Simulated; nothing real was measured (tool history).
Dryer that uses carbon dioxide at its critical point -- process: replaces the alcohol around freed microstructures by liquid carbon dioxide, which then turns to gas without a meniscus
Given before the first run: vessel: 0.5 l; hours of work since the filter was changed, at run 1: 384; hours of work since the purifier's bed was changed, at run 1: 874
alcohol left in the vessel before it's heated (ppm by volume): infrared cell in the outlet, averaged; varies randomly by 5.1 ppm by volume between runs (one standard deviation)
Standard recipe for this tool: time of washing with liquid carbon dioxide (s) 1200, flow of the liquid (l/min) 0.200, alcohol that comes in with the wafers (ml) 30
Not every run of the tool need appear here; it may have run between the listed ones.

run	hour	time of washing with liquid carbon dioxide (s)	flow of the liquid (l/min)	alcohol that comes in with the wafers (ml)	hours of work since the filter was changed	hours of work since the purifier's bed was changed	alcohol left in the vessel before it's heated (ppm by volume)
1	0.0	1200	0.200	30	384	874	362
2	59.5	1200	0.200	30	429	920	398
3	131.2	1200	0.200	30	484	975	409
4	183.6	1200	0.187	30	524	1015	541
# hour 200.7: inlet filter changed
5	254.8	1200	0.187	30	41	1069	374
6	318.0	1200	0.187	30	90	1117	401
7	349.1	1200	0.187	30	113	1141	412
# hour 364.0: purifier's bed changed
8	425.2	1200	0.187	30	169	47	142
9	487.1	840	0.200	30	217	94	703
10	540.9	840	0.200	30	258	135	728
11	585.0	840	0.200	30	292	169	783
12	644.2	840	0.200	30	337	214	842
13	682.1	840	0.200	30	366	243	876
14	717.9	1200	0.200	27	393	271	193
15	760.9	1140	0.277	25	426	304	101
16	792.5	1140	0.177	67	451	328	952
17	839.8	1140	0.133	27	487	364	1354
# hour 905.8: inlet filter changed
18	906.7	840	0.224	30	1	414	400
19	962.4	840	0.224	30	43	457	418
20	1013.9	900	0.209	55	83	497	709
21	1056.1	1020	0.200	49	115	529	490
22	1104.4	1440	0.216	69	152	566	172
23	1144.3	1260	0.216	61	182	596	221

Run 24 has not been measured yet. What should we expect?
24	1179.3	960	0.303	30	209	623	?

{"run 24": {"alcohol left in the vessel before it's heated (ppm by volume)": 190}}
Were there no unlogged condition in the tool, this run, its random variation unchanged, would have produced alcohol left in the vessel before it's heated (ppm by volume) 26.
